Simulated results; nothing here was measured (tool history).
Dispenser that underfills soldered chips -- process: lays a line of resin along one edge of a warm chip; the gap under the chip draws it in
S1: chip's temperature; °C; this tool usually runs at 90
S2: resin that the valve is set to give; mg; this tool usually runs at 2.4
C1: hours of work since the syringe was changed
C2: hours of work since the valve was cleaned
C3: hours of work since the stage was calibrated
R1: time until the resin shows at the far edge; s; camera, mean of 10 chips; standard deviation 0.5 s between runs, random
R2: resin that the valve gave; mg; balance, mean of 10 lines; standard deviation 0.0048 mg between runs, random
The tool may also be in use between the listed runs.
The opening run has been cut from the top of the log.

run   hour   S1    S2  C1  C2   C3    R1     R2
       3.1  -- new syringe of resin
  2      9   90   2.4   4  50  236  53.7  2.366
        12  -- new syringe of resin
        13  -- dispensing valve cleaned and set on the balance
  3   18.9   90   2.4   4   4  241  52.6    2.4
      21.3  -- new syringe of resin
  4   23.7   90  2.15   2   7  244  44.9   2.14
      30.1  -- new syringe of resin
  5   32.6   90  2.15   2  13  250    44  2.148
      38.9  -- new syringe of resin
  6     40   90  2.21   1  17  255  41.5  2.197
  7   46.8   90   2.4   5  22  259  59.2  2.388
      47.7  -- new syringe of resin
  8   53.6   90  2.24   4  26  264  53.5  2.235
      56.1  -- new syringe of resin
  9   62.8   90  2.24   4  32  270  55.3  2.225
      64.4  -- new syringe of resin
 10   70.4   90  2.84   4  37  274    52  2.815
      72.9  -- new syringe of resin
 11   76.2   90  2.65   2  41  278  45.5  2.621
      81.7  -- new syringe of resin
 12     82   90  2.65   0  44  282  37.4  2.622
      90.7  -- new syringe of resin
 13   90.8   90  2.65   0  50  287  37.9  2.624
      94.7  -- dispensing valve cleaned and set on the balance
     100.1  -- new syringe of resin
 14  101.2   90     2   1   4  293  40.5  1.991
 15    106   90  2.67   4   7  296  51.6  2.655
     109.1  -- new syringe of resin
 16  113.4   90  2.67   3  12  301  47.1  2.647
     117.5  -- new syringe of resin
 17  120.6   90   2.4   2  17  306  44.8  2.381
 18  124.6   90   2.4   5  19  308  55.5  2.372
     125.7  -- new syringe of resin
 19    131   77   2.4   3  23  312  80.2  2.378
     134.2  -- new syringe of resin
 20  137.5   96  3.07   2  27  316  36.1  3.036
     142.7  -- new syringe of resin
 21  145.3   82  2.17   2  32  322  56.9  2.145
       151  -- new syringe of resin
 22  153.6   82  2.17   2  38  327  58.2  2.141
 23  158.1  100  2.86   5  41  330  39.3  2.817

What will run 24 give?
     159.3  -- new syringe of resin
 24  163.1  103  2.86   3  44  333   ?   ?

{"run 24": {"R1": 29.1, "R2": 2.803}}
Take away the tool's hidden state, keep the run-to-run variation as it was, and the same run would have given R1 25.2 s, R2 2.851 mg.

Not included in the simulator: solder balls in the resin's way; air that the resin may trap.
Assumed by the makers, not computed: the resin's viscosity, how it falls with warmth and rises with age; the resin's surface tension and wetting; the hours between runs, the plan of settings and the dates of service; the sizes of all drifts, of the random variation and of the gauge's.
